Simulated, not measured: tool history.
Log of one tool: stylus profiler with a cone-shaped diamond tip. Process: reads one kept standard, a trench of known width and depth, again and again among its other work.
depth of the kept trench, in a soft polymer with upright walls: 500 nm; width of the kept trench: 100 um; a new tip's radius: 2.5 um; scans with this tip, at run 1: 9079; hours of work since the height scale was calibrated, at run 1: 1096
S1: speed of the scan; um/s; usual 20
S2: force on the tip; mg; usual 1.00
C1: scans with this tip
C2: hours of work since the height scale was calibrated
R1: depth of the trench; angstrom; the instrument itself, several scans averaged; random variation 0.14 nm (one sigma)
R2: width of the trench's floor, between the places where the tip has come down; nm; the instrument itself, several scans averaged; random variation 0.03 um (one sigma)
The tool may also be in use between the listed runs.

run   hour  S1    S2     C1    C2      R1     R2
  1    0.0  20  1.00   9079  1096  5041.0  96830
  2   24.2  20  1.00   9203  1111  5043.3  96840
  3   62.5  20  1.00   9398  1135  5039.2  96810
  4  103.5  20  1.00   9608  1160  5038.7  96870
  5  152.4  20  1.00   9857  1190  5041.6  96810
  6  184.0  20  0.75  10018  1210  5032.9  96800
  7  233.3  20  1.00  10270  1240  5038.8  96760
  8  280.4  20  1.00  10511  1269  5039.0  96840
  9  303.4  20  0.70  10628  1283  5031.7  96770
 10  343.0  20  1.00  10830  1308  5039.2  96810
 11  373.7  20  1.00  10987  1327  5041.9  96820
 12  402.3  20  1.00  11133  1344  5040.7  96800
 13  428.2  20  1.00  11265  1360  5040.4  96820
 14  458.4  20  1.00  11419  1379  5039.7  96810
 15  496.7  20  2.67  11615  1403  5081.0  96890
 16  522.5  20  2.67  11746  1418  5080.4  96860
 17  543.9  14  0.49  11856  1432  5027.4  96840
 18  564.9  46  0.73  11963  1445  5031.8  96560
 19  589.6  14  0.60  12089  1460  5028.6  96830
 20  611.4   8  0.35  12200  1473  5019.2  96860
 21  649.2  16  1.99  12393  1497  5062.2  96850
 22  684.3  25  1.67  12572  1518  5059.1  96810
 23  732.7  25  1.67  12820  1548  5056.0  96830
     758.2  -- height scale calibrated on a step standard
 24  759.9  18  0.36  12956     1  5019.7  96680
 25  783.1   7  1.25  13074    15  5047.5  96950
 26  810.3  26  1.00  13213    32  5040.2  96770
 27  855.0   7  0.43  13441    60  5022.6  96870

How the hidden state differs across the entries between the runs, from the last listed run before each to the first after it:
Between runs 23 and 24: height scale calibrated on a step standard (hour 758.2)
  height scale over the true one, %: -0.007 -> 0
  measured less the result without the state, R2: -20 -> -20 nm
